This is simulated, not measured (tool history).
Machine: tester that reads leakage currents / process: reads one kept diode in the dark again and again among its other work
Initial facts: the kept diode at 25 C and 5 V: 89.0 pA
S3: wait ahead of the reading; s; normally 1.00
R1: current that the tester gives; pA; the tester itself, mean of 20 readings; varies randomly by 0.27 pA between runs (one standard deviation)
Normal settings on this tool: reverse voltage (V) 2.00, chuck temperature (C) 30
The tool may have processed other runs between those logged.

{"run": 1, "hour": 0.0, "reverse voltage (V)": 2.0, "chuck temperature (C)": 30, "S3": 1.0, "R1": 86.95}
{"run": 2, "hour": 117.5, "reverse voltage (V)": 2.0, "chuck temperature (C)": 30, "S3": 1.0, "R1": 87.23}
{"run": 3, "hour": 189.6, "reverse voltage (V)": 2.0, "chuck temperature (C)": 30, "S3": 1.06, "R1": 87.19}
{"run": 4, "hour": 324.7, "reverse voltage (V)": 2.0, "chuck temperature (C)": 30, "S3": 1.06, "R1": 87.19}
{"run": 5, "hour": 419.8, "reverse voltage (V)": 2.0, "chuck temperature (C)": 30, "S3": 1.06, "R1": 86.92}
{"run": 6, "hour": 560.3, "reverse voltage (V)": 2.0, "chuck temperature (C)": 30, "S3": 1.0, "R1": 86.96}
{"run": 7, "hour": 675.7, "reverse voltage (V)": 2.0, "chuck temperature (C)": 30, "S3": 1.0, "R1": 86.98}
{"run": 8, "hour": 796.8, "reverse voltage (V)": 2.0, "chuck temperature (C)": 30, "S3": 1.0, "R1": 86.56}
{"run": 9, "hour": 949.3, "reverse voltage (V)": 2.0, "chuck temperature (C)": 30, "S3": 1.0, "R1": 87.23}
{"run": 10, "hour": 1096.8, "reverse voltage (V)": 2.0, "chuck temperature (C)": 30, "S3": 1.0, "R1": 86.76}
{"run": 11, "hour": 1252.5, "reverse voltage (V)": 1.39, "chuck temperature (C)": 30, "S3": 1.0, "R1": 74.4}
{"run": 12, "hour": 1388.8, "reverse voltage (V)": 2.0, "chuck temperature (C)": 30, "S3": 1.0, "R1": 86.43}
{"run": 13, "hour": 1505.2, "reverse voltage (V)": 5.26, "chuck temperature (C)": 30, "S3": 1.0, "R1": 132.03}
{"run": 14, "hour": 1612.0, "reverse voltage (V)": 5.26, "chuck temperature (C)": 30, "S3": 1.0, "R1": 131.92}
{"hour": 1691.5, "done": "chuck's temperature calibrated"}
{"run": 15, "hour": 1698.9, "reverse voltage (V)": 2.0, "chuck temperature (C)": 30, "S3": 1.0, "R1": 94.38}
{"run": 16, "hour": 1813.9, "reverse voltage (V)": 2.0, "chuck temperature (C)": 30, "S3": 1.0, "R1": 93.82}
{"run": 17, "hour": 1914.0, "reverse voltage (V)": 2.0, "chuck temperature (C)": 30, "S3": 1.0, "R1": 94.33}
{"run": 18, "hour": 2008.8, "reverse voltage (V)": 2.0, "chuck temperature (C)": 30, "S3": 1.0, "R1": 94.19}
{"hour": 2077.9, "done": "probe card cleaned and baked"}
{"run": 19, "hour": 2144.6, "reverse voltage (V)": 2.0, "chuck temperature (C)": 30, "S3": 1.0, "R1": 90.71}
{"run": 20, "hour": 2311.0, "reverse voltage (V)": 2.0, "chuck temperature (C)": 30, "S3": 1.0, "R1": 91.38}
{"run": 21, "hour": 2395.7, "reverse voltage (V)": 6.89, "chuck temperature (C)": 21, "S3": 6.27, "R1": 76.57}
{"run": 22, "hour": 2526.4, "reverse voltage (V)": 6.89, "chuck temperature (C)": 21, "S3": 6.27, "R1": 76.68}
{"run": 23, "hour": 2648.9, "reverse voltage (V)": 6.89, "chuck temperature (C)": 21, "S3": 6.27, "R1": 76.58}
{"run": 24, "hour": 2772.5, "reverse voltage (V)": 2.0, "chuck temperature (C)": 50, "S3": 1.0, "R1": 358.25}
{"run": 25, "hour": 2857.1, "reverse voltage (V)": 7.45, "chuck temperature (C)": 50, "S3": 1.0, "R1": 610.48}
{"run": 26, "hour": 3004.5, "reverse voltage (V)": 2.61, "chuck temperature (C)": 50, "S3": 4.36, "R1": 396.25}
{"run": 27, "hour": 3092.0, "reverse voltage (V)": 1.16, "chuck temperature (C)": 47, "S3": 1.0, "R1": 236.77}
{"run": 28, "hour": 3243.4, "reverse voltage (V)": 6.13, "chuck temperature (C)": 36, "S3": 2.25, "R1": 220.05}
{"run": 29, "hour": 3398.1, "reverse voltage (V)": 7.3, "chuck temperature (C)": 30, "S3": 2.44, "R1": 154.04}
{"run": 30, "hour": 3495.0, "reverse voltage (V)": 4.14, "chuck temperature (C)": 30, "S3": 1.98, "R1": 121.37}
{"run": 31, "hour": 3588.4, "reverse voltage (V)": 11.79, "chuck temperature (C)": 29, "S3": 7.48, "R1": 176.45}
{"run": 32, "hour": 3678.6, "reverse voltage (V)": 11.79, "chuck temperature (C)": 29, "S3": 7.48, "R1": 177.98}
{"run": 33, "hour": 3767.7, "reverse voltage (V)": 4.26, "chuck temperature (C)": 37, "S3": 4.88, "R1": 202.36}
{"run": 34, "hour": 3871.5, "reverse voltage (V)": 15.89, "chuck temperature (C)": 37, "S3": 6.33, "R1": 351.86}
{"run": 35, "hour": 4021.7, "reverse voltage (V)": 5.69, "chuck temperature (C)": 25, "S3": 0.65, "R1": 99.4}
{"run": 36, "hour": 4100.7, "reverse voltage (V)": 4.59, "chuck temperature (C)": 30, "S3": 4.06, "R1": 126.98}
{"run": 37, "hour": 4194.2, "reverse voltage (V)": 4.59, "chuck temperature (C)": 30, "S3": 4.06, "R1": 127.12}
{"run": 38, "hour": 4278.6, "reverse voltage (V)": 2.0, "chuck temperature (C)": 33, "S3": 0.89, "R1": 110.8}
{"run": 39, "hour": 4391.1, "reverse voltage (V)": 3.77, "chuck temperature (C)": 44, "S3": 0.72, "R1": 308.31}

The same runs without the tool's hidden state, with the same run-to-run variation:
Hidden state at play: stray current of the dirty probe card, pA a volt; current scale over the true one, %; true chuck temperature over the reading, C; drift of the gauge itself on leakage_pa, %.
run=1 R1=89.46
run=2 R1=89.80
run=3 R1=89.78
run=4 R1=89.83
run=5 R1=89.59
run=6 R1=89.71
run=7 R1=89.79
run=8 R1=89.39
run=9 R1=90.15
run=10 R1=89.72
run=11 R1=77.43
run=12 R1=89.51
run=13 R1=133.55
run=14 R1=133.37
run=15 R1=89.79
run=16 R1=89.31
run=17 R1=89.86
run=18 R1=89.78
run=19 R1=89.65
run=20 R1=90.42
run=21 R1=75.07
run=22 R1=74.98
run=23 R1=74.66
run=24 R1=356.99
run=25 R1=607.50
run=26 R1=395.79
run=27 R1=237.03
run=28 R1=218.32
run=29 R1=151.19
run=30 R1=120.09
run=31 R1=170.46
run=32 R1=171.71
run=33 R1=202.08
run=34 R1=344.30
run=35 R1=96.20
run=36 R1=125.38
run=37 R1=125.49
run=38 R1=111.43
run=39 R1=311.42
